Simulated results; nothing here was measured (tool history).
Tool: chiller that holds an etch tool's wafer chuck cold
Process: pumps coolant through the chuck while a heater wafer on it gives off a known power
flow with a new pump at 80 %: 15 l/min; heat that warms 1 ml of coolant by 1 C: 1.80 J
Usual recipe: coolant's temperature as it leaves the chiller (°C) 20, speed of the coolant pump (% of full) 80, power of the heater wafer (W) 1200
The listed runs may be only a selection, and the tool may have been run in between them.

run	hour	coolant's temperature as it leaves the chiller (°C)	speed of the coolant pump (% of full)	power of the heater wafer (W)	chuck's temperature once it has settled (°C)	how much warmer the coolant comes back (C)
1	0.0	20	80	1200	30.17	2.66
2	45.3	20	89	1200	29.14	2.37
3	132.6	20	89	1200	29.14	2.40
4	212.3	10	80	1200	19.77	2.63
5	260.3	20	80	1200	29.74	2.67
6	300.6	10	80	1200	19.76	2.66
7	379.8	20	80	982	28.06	2.18
8	435.9	20	80	982	28.06	2.23
9	472.4	20	80	982	28.01	2.17
10	511.1	20	80	982	28.10	2.16
11	574.7	20	80	982	28.14	2.21
12	636.1	20	80	982	28.19	2.21
13	710.8	20	80	1200	29.99	2.70
14	759.7	20	80	1200	30.04	2.66
15	801.9	20	80	1200	30.09	2.68
16	864.5	20	80	1200	29.90	2.72
17	938.0	20	80	1200	29.98	2.68
18	973.1	20	80	654	25.51	1.46
19	1028.9	20	80	654	25.33	1.45
20	1068.1	19	94	654	23.81	1.23
# hour 1123.7: coolant changed, channels flushed
21	1154.6	19	94	654	23.27	1.24
22	1199.5	19	86	654	23.43	1.32
23	1283.6	13	80	1356	23.28	3.05
24	1327.5	13	80	1356	23.27	3.06
25	1373.7	13	80	1356	23.40	3.06
26	1444.0	13	80	1356	23.52	3.08
27	1512.2	12	71	666	17.50	1.74
28	1575.9	20	87	1200	28.51	2.47
29	1624.0	13	78	691	18.29	1.57
30	1664.0	11	61	891	19.41	2.71

Each row is a separate what-if for the run after 30, all from the same tool condition, not one after another. Results?
A	1709.5	24	61	891	?	?
B	1709.5	21	97	1164	?	?
C	1709.5	15	75	1504	?	?

run	chuck's temperature once it has settled (°C)	how much warmer the coolant comes back (C)
A	32.37	2.74
B	28.49	2.13
C	27.20	3.66
Without the tool's hidden state the same runs would have given:
run	chuck's temperature once it has settled (°C)	how much warmer the coolant comes back (C)
A	32.35	2.68
B	28.49	2.08
C	27.08	3.57
